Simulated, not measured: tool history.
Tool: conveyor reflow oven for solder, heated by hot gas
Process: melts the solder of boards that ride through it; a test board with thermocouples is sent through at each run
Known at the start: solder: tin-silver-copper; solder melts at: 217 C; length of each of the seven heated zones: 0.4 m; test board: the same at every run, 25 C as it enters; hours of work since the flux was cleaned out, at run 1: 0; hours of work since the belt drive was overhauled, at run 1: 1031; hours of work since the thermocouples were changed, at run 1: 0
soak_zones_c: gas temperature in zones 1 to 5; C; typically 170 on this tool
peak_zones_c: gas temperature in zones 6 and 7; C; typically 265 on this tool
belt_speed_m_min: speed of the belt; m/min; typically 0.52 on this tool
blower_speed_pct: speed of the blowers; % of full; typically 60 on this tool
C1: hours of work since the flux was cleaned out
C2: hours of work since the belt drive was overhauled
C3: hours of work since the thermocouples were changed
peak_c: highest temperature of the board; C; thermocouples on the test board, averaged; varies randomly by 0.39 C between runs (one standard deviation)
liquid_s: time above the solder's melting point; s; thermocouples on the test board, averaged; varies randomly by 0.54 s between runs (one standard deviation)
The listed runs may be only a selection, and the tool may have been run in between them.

Run 1, day 0: usual settings; C1 0; C2 1031; C3 0. Result: peak_c 246.9 C, liquid_s 62.1 s.
Run 2, day 3.867: usual settings; C1 46; C2 1077; C3 46. Result: peak_c 247.3 C, liquid_s 62.6 s.
Run 3, day 7.242: usual settings but blower_speed_pct 78 % of full; C1 86; C2 1117; C3 86. Result: peak_c 251.5 C, liquid_s 67.2 s.
Run 4, day 10.254: usual settings; C1 122; C2 1153; C3 122. Result: peak_c 247.1 C, liquid_s 62.2 s.
Run 5, day 12.6: usual settings; C1 150; C2 1181; C3 150. Result: peak_c 246.6 C, liquid_s 60.7 s.
Run 6, day 14.521: usual settings; C1 172; C2 1203; C3 172. Result: peak_c 247.3 C, liquid_s 60.9 s.
At day 16.442: belt drive overhauled, speed set with a stopwatch.
Run 7, day 17.679: usual settings; C1 208; C2 15; C3 208. Result: peak_c 246.6 C, liquid_s 60.8 s.
Run 8, day 20.612: usual settings; C1 243; C2 50; C3 243. Result: peak_c 246.8 C, liquid_s 61.3 s.
Run 9, day 22.975: usual settings; C1 271; C2 78; C3 271. Result: peak_c 247 C, liquid_s 61.8 s.
Run 10, day 26.775: usual settings but belt_speed_m_min 0.612 m/min; C1 316; C2 123; C3 316. Result: peak_c 241.3 C, liquid_s 44.5 s.
Run 11, day 30.017: usual settings but soak_zones_c 158 C; C1 355; C2 161; C3 355. Result: peak_c 244.3 C, liquid_s 54.2 s.
Run 12, day 31.929: usual settings; C1 377; C2 184; C3 377. Result: peak_c 246.6 C, liquid_s 62.7 s.
Run 13, day 33.758: usual settings; C1 399; C2 206; C3 399. Result: peak_c 247.2 C, liquid_s 61.9 s.
At day 35.275: flux residue cleaned out of gas plates and filters.
Run 14, day 36.725: usual settings; C1 17; C2 238; C3 432. Result: peak_c 247.5 C, liquid_s 61.1 s.
Run 15, day 40.304: usual settings; C1 60; C2 281; C3 474. Result: peak_c 247.2 C, liquid_s 61.9 s.
Run 16, day 42.233: usual settings but belt_speed_m_min 0.6 m/min; C1 83; C2 304; C3 497. Result: peak_c 241.8 C, liquid_s 46.5 s.
Run 17, day 46.042: usual settings but soak_zones_c 164 C, peak_zones_c 274 C, belt_speed_m_min 0.468 m/min, blower_speed_pct 62 % of full; C1 128; C2 349; C3 542. Result: peak_c 257.7 C, liquid_s 77.4 s.

The next listed run, before its measurement:
Run 18, day 49.662: usual settings but soak_zones_c 164 C, peak_zones_c 274 C, belt_speed_m_min 0.468 m/min, blower_speed_pct 62 % of full; C1 171; C2 392; C3 585. Result: peak_c ?, liquid_s ?.

{"run 18": {"peak_c": 256.9, "liquid_s": 78.5}}
On a tool with no hidden condition, and with the same random variation, this run would have come out at peak_c 257.1 C, liquid_s 78.6 s.
